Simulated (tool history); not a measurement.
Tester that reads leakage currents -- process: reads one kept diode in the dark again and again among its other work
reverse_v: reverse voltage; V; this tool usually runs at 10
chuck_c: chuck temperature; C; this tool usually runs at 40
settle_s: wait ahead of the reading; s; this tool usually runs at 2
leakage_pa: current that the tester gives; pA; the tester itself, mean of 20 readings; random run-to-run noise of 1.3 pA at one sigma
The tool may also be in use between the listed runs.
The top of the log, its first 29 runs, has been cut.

| run | hour | reverse_v | chuck_c | settle_s | leakage_pa |
|---|---|---|---|---|---|
| 30 | 3613.4 | 12.6 | 38 | 0.71 | 399.98 |
| 31 | 3743.8 | 12.6 | 38 | 0.71 | 398.5 |
| 32 | 3940.4 | 16.6 | 40 | 2.76 | 501.75 |
| 33 | 4031.7 | 10 | 41 | 4.88 | 445.75 |
| 34 | 4206 | 10 | 41 | 4.88 | 439.18 |
| 35 | 4372.2 | 10 | 58 | 4.33 | 1303.76 |
| 36 | 4519.9 | 10 | 28 | 0.41 | 176.65 |
| 37 | 4700.9 | 13.2 | 40 | 7.1 | 446.85 |

Run 38 has not been measured yet. What should we expect?
| 38 | 4856.7 | 3.2 | 52 | 3.24 | ? |

For run 38 the tool returned leakage_pa 581.16 pA.
With no hidden state in the tool, this same run would have given leakage_pa 623.6 pA.
